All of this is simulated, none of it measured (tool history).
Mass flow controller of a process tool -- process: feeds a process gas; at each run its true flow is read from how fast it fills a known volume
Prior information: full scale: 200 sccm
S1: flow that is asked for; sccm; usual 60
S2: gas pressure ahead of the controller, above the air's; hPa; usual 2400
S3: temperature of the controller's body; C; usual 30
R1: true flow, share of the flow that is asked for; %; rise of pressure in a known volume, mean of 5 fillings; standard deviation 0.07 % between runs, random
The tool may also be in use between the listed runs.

run    hour   S1    S2  S3      R1
  1       0   60  2400  30   98.52
  2   228.2   60  2400  30   98.53
  3   375.6   60  2400  30   98.53
  4   529.2   60  2400  30   98.58
  5   738.9   60  2400  30   98.88
  6  1003.5   60  2400  30   98.92
  7  1239.5   60  2400  30   98.96
  8  1404.3   60  2400  30   98.91
  9  1704.2   60  2400  30   99.01
 10  1906.9   60  2400  30    99.1
 11  2172.3   45  2400  30   99.01
 12    2450   45  2400  30   99.21
 13  2631.7   45  2400  29   99.22
 14  2788.8   45  2400  29   99.48
 15  2975.7   45  2400  29   99.37
 16  3113.3   60  2400  24   99.61
 17  3388.7  171  1640  38  100.56
 18  3554.8   27  2400  22   99.52
 19    3796   60  2400  23   99.99
 20  4008.6   96  2400  21   100.5
 21  4201.1   81  2400  21  100.48
 22  4338.3   30  2750  24    99.7
 23  4585.3   30  2750  24   99.76
 24  4721.9   93  2260  39  100.07
 25  4847.5   82  2230  32  100.31
 26  5008.8   45  1480  23  100.31

Predict each of these 3 candidate next runs independently; none follows another, all start after run 26:
  A  5249.5   45  1480  28   ?
  B  5249.5   45  1640  23   ?
  C  5249.5  171  2120  22   ?

run      R1
  A  100.24
  B  100.42
  C  101.43
Stripped of hidden state, with their random variation kept, the same runs would have yielded:
run     R1
  A  98.54
  B  98.72
  C  99.71
